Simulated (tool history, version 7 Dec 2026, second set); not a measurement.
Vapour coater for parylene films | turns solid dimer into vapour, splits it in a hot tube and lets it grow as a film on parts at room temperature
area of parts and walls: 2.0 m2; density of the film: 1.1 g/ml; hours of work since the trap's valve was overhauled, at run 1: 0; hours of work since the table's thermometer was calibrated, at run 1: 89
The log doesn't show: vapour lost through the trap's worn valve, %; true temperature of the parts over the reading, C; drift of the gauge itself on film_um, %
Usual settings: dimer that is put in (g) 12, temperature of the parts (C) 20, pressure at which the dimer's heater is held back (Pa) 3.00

run	day	dimer that is put in (g)	temperature of the parts (C)	pressure at which the dimer's heater is held back (Pa)	hours of work since the trap's valve was overhauled	hours of work since the table's thermometer was calibrated	thickness of the film (um)
1	0.000	12	20	3.00	0	89	3.94
2	2.408	12	27	3.00	47	136	3.30
3	5.267	12	20	3.00	102	191	3.92
4	7.842	12	20	2.74	152	241	4.02
5	10.646	12	20	2.74	206	295	3.92
6	13.288	12	20	2.74	257	346	3.87
7	16.450	12	20	2.74	318	407	3.84
# day 16.779: table's thermometer calibrated
8	18.954	12	18	3.00	366	42	4.04
9	22.258	12	18	3.00	430	106	3.99
# day 24.612: table's thermometer calibrated, once more
10	25.250	12	18	3.00	486	12	3.80
11	27.204	12	18	3.00	524	50	3.78
12	28.900	12	18	3.00	557	83	3.82
13	30.833	11	26	4.86	594	120	2.63
# day 32.229: trap's valve overhauled
14	32.562	12	15	3.51	6	151	4.42
15	35.867	19	20	3.00	70	214	6.24
16	38.000	19	20	3.00	112	256	6.29
17	39.788	16	20	2.09	146	290	5.45
18	42.342	12	20	8.62	196	340	3.25
19	45.000	12	20	8.62	247	391	3.26
20	47.117	12	20	8.62	288	432	3.24
21	49.883	9	20	5.41	341	485	2.56
22	52.412	14	28	2.77	390	534	3.56
23	55.746	12	24	6.91	455	599	2.91

Forecast each of these 4 alternatives for the next run:
A	58.138	21	14	3.00	501	645	?
B	58.138	5	24	6.91	501	645	?
C	58.138	18	20	7.41	501	645	?
D	58.138	12	21	6.91	501	645	?

run	thickness of the film (um)
A	7.52
B	1.22
C	4.75
D	3.22
Without the tool's hidden state the same runs would have given:
run	thickness of the film (um)
A	8.14
B	1.32
C	5.14
D	3.49
